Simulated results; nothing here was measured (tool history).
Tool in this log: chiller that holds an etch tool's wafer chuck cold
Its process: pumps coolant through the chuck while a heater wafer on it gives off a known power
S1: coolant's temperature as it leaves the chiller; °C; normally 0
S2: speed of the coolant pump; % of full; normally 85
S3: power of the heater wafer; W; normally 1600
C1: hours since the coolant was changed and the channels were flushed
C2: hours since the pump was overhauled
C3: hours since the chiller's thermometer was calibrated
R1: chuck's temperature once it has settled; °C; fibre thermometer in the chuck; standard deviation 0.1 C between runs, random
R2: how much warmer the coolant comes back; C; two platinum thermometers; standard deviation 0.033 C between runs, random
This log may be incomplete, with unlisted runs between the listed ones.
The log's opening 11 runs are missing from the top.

run	day	S1	S2	S3	C1	C2	C3	R1	R2
12	14.183	0	77	1600	1797	1359	796	11	5.32
13	14.933	0	77	1600	1815	1377	814	11	5.27
14	15.642	-4	85	1600	1832	1394	831	6.3	4.72
15	16.608	0	78	1600	1855	1417	854	10.9	5.26
16	17.908	0	78	1600	1886	1449	885	10.9	5.19
17	18.888	-8	85	851	1910	1472	909	-2.6	2.54
18	20.575	0	70	1999	1950	1513	949	15	7.29
19	22.204	1	77	1672	1989	1552	988	12.6	5.58
20	23.625	8	89	1760	2024	1586	1022	19.2	5.02
21	24.733	7	85	823	2050	1612	1049	12.4	2.44
22	25.429	7	85	823	2067	1629	1066	12.4	2.47
23	26.946	5	85	1480	2103	1665	1102	14.7	4.39
24	28.121	0	85	1847	2131	1694	1130	11.9	5.47
25	29.075	0	85	1847	2154	1717	1153	12.1	5.55
26	30.558	-2	67	919	2190	1752	1189	5.2	3.52
27	32.15	0	96	1567	2228	1790	1227	9.5	4.12
28	33.3	0	85	814	2256	1818	1255	5.4	2.47
29	34.538	3	64	1650	2286	1848	1284	16.5	6.63
30	35.667	-5	98	1757	2313	1875	1311	5.2	4.54
31	37.092	-5	98	1757	2347	1909	1346	5.4	4.51
32	38.121	-5	98	1757	2372	1934	1370	5.2	4.53

Here are 4 independent what-if runs from the current tool condition. What would each one return?
A	39.004	0	96	1600	2393	1955	1392	?	?
B	39.004	6	62	1138	2393	1955	1392	?	?
C	39.004	0	71	1600	2393	1955	1392	?	?
D	39.004	3	93	829	2393	1955	1392	?	?

run	R1	R2
A	9.5	4.24
B	15.3	4.75
C	12.2	5.76
D	8.2	2.26
Had the tool no hidden state, the same runs would have come out as:
run	R1	R2
A	8.9	4.09
B	14.7	4.58
C	11.5	5.55
D	7.8	2.18
